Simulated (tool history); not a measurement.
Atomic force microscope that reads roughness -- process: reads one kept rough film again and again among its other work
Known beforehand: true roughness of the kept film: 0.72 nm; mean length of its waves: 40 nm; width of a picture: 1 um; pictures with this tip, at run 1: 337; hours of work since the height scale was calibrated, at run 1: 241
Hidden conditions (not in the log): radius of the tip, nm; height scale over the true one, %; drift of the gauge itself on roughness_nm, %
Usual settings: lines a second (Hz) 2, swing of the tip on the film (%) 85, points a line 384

| run | hour | lines a second (Hz) | swing of the tip on the film (%) | points a line | pictures with this tip | hours of work since the height scale was calibrated | roughness of the kept film (nm (root mean square)) |
|---|---|---|---|---|---|---|---|
| 1 | 0 | 2 | 85 | 384 | 337 | 241 | 0.547 |
|  | 16.3 | new tip fitted |
| 2 | 18.7 | 3.77 | 85 | 384 | 2 | 252 | 0.47 |
| 3 | 44.2 | 3.77 | 85 | 384 | 28 | 267 | 0.471 |
| 4 | 69.4 | 3.77 | 85 | 384 | 54 | 282 | 0.471 |
| 5 | 92.8 | 3.77 | 85 | 384 | 78 | 296 | 0.471 |
| 6 | 109.5 | 3.77 | 85 | 384 | 95 | 305 | 0.467 |
| 7 | 141.1 | 2 | 85 | 384 | 127 | 324 | 0.555 |
| 8 | 155.2 | 0.61 | 85 | 384 | 141 | 332 | 0.648 |
| 9 | 182.1 | 0.61 | 85 | 384 | 169 | 348 | 0.647 |
| 10 | 208.4 | 0.61 | 85 | 384 | 196 | 364 | 0.647 |
| 11 | 226.3 | 0.61 | 85 | 384 | 214 | 374 | 0.644 |
| 12 | 256.3 | 0.61 | 85 | 384 | 245 | 392 | 0.644 |
| 13 | 276.5 | 0.61 | 85 | 384 | 265 | 404 | 0.64 |
| 14 | 297.2 | 2 | 85 | 384 | 286 | 416 | 0.549 |
| 15 | 320 | 2 | 85 | 384 | 310 | 429 | 0.548 |
| 16 | 347.4 | 2 | 85 | 384 | 337 | 446 | 0.545 |
|  | 362.7 | new tip fitted |
| 17 | 367.5 | 2 | 85 | 384 | 4 | 457 | 0.556 |
| 18 | 397.9 | 2 | 85 | 384 | 35 | 475 | 0.559 |
| 19 | 421.4 | 2 | 85 | 384 | 59 | 489 | 0.556 |
| 20 | 443.7 | 1.83 | 58 | 901 | 82 | 502 | 0.668 |
| 21 | 464.9 | 1.96 | 64 | 458 | 104 | 515 | 0.645 |
| 22 | 484.9 | 1.33 | 82 | 864 | 124 | 526 | 0.615 |
| 23 | 498.1 | 1.33 | 82 | 864 | 138 | 534 | 0.606 |
| 24 | 526.8 | 1.33 | 82 | 544 | 167 | 551 | 0.605 |
| 25 | 544.8 | 1.51 | 89 | 486 | 185 | 562 | 0.569 |
| 26 | 562.5 | 1.51 | 89 | 486 | 203 | 572 | 0.562 |
| 27 | 588.4 | 0.75 | 76 | 320 | 230 | 587 | 0.657 |
| 28 | 618.2 | 0.75 | 76 | 320 | 260 | 605 | 0.652 |
| 29 | 634.7 | 2.75 | 76 | 384 | 277 | 615 | 0.567 |
| 30 | 658.1 | 2.2 | 85 | 607 | 301 | 628 | 0.541 |
| 31 | 671.5 | 3.58 | 85 | 384 | 315 | 636 | 0.472 |
| 32 | 684.6 | 0.97 | 69 | 292 | 328 | 644 | 0.655 |
| 33 | 698.4 | 0.97 | 69 | 292 | 342 | 652 | 0.651 |
|  | 708.8 | new tip fitted |
| 34 | 727 | 1.75 | 88 | 689 | 19 | 669 | 0.561 |
| 35 | 747 | 0.75 | 63 | 384 | 39 | 680 | 0.683 |
| 36 | 762.9 | 0.75 | 63 | 384 | 55 | 690 | 0.684 |
| 37 | 779.7 | 2.96 | 68 | 434 | 72 | 700 | 0.605 |
| 38 | 808.1 | 2 | 71 | 678 | 101 | 716 | 0.624 |

Here are 4 independent what-if runs from the current tool condition. What would each one return?
| A | 837.5 | 2 | 85 | 276 | 131 | 734 | ? |
| B | 837.5 | 2 | 72 | 678 | 131 | 734 | ? |
| C | 837.5 | 2 | 71 | 779 | 131 | 734 | ? |
| D | 837.5 | 2 | 71 | 384 | 131 | 734 | ? |

| run | roughness of the kept film (nm (root mean square)) |
|---|---|
| A | 0.551 |
| B | 0.619 |
| C | 0.623 |
| D | 0.619 |
Stripped of hidden state, with their random variation kept, the same runs would have yielded:
| run | roughness of the kept film (nm (root mean square)) |
|---|---|
| A | 0.554 |
| B | 0.622 |
| C | 0.627 |
| D | 0.622 |
